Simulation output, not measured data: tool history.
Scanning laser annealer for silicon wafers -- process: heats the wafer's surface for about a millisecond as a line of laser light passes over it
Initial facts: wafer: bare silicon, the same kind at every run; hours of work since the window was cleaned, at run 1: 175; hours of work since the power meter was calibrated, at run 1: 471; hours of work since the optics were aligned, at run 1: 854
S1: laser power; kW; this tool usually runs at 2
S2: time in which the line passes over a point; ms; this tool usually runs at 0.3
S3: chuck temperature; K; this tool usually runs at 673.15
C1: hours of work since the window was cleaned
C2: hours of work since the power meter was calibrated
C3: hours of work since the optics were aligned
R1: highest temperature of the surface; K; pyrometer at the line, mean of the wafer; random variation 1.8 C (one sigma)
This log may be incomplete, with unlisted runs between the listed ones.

{"run": 1, "day": 0.0, "S1": 2, "S2": 0.3, "S3": 673.15, "C1": 175, "C2": 471, "C3": 854, "R1": 1480.15}
{"run": 2, "day": 1.262, "S1": 2, "S2": 0.3, "S3": 673.15, "C1": 193, "C2": 489, "C3": 872, "R1": 1479.15}
{"day": 1.558, "done": "optics aligned, line set to its width"}
{"run": 3, "day": 2.454, "S1": 2, "S2": 0.255, "S3": 673.15, "C1": 206, "C2": 502, "C3": 12, "R1": 1414.15}
{"run": 4, "day": 4.208, "S1": 2, "S2": 0.255, "S3": 673.15, "C1": 231, "C2": 527, "C3": 37, "R1": 1414.15}
{"run": 5, "day": 5.033, "S1": 2, "S2": 0.255, "S3": 673.15, "C1": 242, "C2": 538, "C3": 48, "R1": 1412.15}
{"run": 6, "day": 6.879, "S1": 2, "S2": 0.229, "S3": 673.15, "C1": 268, "C2": 564, "C3": 74, "R1": 1368.15}
{"run": 7, "day": 8.312, "S1": 2, "S2": 0.3, "S3": 673.15, "C1": 288, "C2": 584, "C3": 94, "R1": 1479.15}
{"run": 8, "day": 9.721, "S1": 2, "S2": 0.3, "S3": 633.15, "C1": 308, "C2": 603, "C3": 114, "R1": 1437.15}
{"run": 9, "day": 10.946, "S1": 2, "S2": 0.345, "S3": 641.15, "C1": 325, "C2": 620, "C3": 131, "R1": 1506.15}
{"day": 11.688, "done": "optics aligned, line set to its width, once more"}
{"run": 10, "day": 12.462, "S1": 2, "S2": 0.345, "S3": 641.15, "C1": 343, "C2": 639, "C3": 11, "R1": 1511.15}
{"run": 11, "day": 13.654, "S1": 2, "S2": 0.345, "S3": 641.15, "C1": 359, "C2": 655, "C3": 27, "R1": 1510.15}
{"run": 12, "day": 14.833, "S1": 1.916, "S2": 0.323, "S3": 710.15, "C1": 376, "C2": 672, "C3": 44, "R1": 1513.15}

Predict the results of run 13:
{"run": 13, "day": 16.546, "S1": 2.064, "S2": 0.323, "S3": 710.15, "C1": 400, "C2": 696, "C3": 68, "R1": "?"}

R1: 1577.15 K
Without the tool's hidden state the same run would have given R1 1583.15 K.

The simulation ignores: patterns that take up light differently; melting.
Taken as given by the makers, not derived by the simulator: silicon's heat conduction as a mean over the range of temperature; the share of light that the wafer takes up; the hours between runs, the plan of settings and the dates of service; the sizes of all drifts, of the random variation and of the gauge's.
